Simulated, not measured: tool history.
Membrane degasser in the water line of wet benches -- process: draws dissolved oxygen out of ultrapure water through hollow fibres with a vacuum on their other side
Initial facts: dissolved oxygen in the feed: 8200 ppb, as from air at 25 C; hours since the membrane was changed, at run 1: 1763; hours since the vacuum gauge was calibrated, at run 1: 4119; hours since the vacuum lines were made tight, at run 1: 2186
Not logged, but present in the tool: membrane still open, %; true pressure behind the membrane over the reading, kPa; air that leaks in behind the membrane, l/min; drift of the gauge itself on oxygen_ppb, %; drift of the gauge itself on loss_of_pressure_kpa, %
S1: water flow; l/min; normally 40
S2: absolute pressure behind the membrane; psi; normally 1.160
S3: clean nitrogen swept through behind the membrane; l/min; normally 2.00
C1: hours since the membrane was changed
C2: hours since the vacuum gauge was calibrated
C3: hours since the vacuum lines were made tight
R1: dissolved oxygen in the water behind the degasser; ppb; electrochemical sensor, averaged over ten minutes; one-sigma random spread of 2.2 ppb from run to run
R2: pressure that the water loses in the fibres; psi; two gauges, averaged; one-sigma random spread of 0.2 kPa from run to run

run	hour	S1	S2	S3	C1	C2	C3	R1	R2
1	0.0	40	1.160	2.00	1763	4119	2186	213.7	6.029
2	58.9	40	1.160	2.00	1822	4178	2245	211.9	6.077
3	109.8	40	1.160	2.00	1873	4229	2296	216.9	6.093
4	141.1	40	1.160	2.00	1905	4260	2327	214.3	6.064
5	189.1	40	1.160	2.00	1953	4308	2375	209.3	6.079
6	248.8	40	1.160	2.00	2012	4368	2435	210.6	6.026
7	295.9	40	1.160	2.00	2059	4415	2482	210.1	6.084
8	325.1	40	1.160	2.00	2089	4444	2511	212.1	6.057
9	371.5	40	1.160	2.00	2135	4490	2558	211.8	6.076
10	433.3	40	1.160	3.73	2197	4552	2619	122.7	6.068
11	478.3	40	1.160	3.73	2242	4597	2664	121.9	6.087
12	510.4	40	1.259	2.00	2274	4629	2697	241.7	6.090
13	546.1	40	1.160	2.00	2310	4665	2732	210.8	6.028
14	608.1	40	1.160	2.00	2372	4727	2794	216.4	6.055
15	667.1	30	1.160	2.00	2431	4786	2853	164.1	4.559
16	723.2	40	1.764	2.00	2487	4842	2909	385.5	6.044

Expected results for the next run?
17	777.8	40	0.743	0.84	2541	4897	2964	?	?

R1: 179.7 ppb
R2: 6.108 psi
Without the tool's hidden state the same run would have given R1 178.9 ppb, R2 6.106 psi.
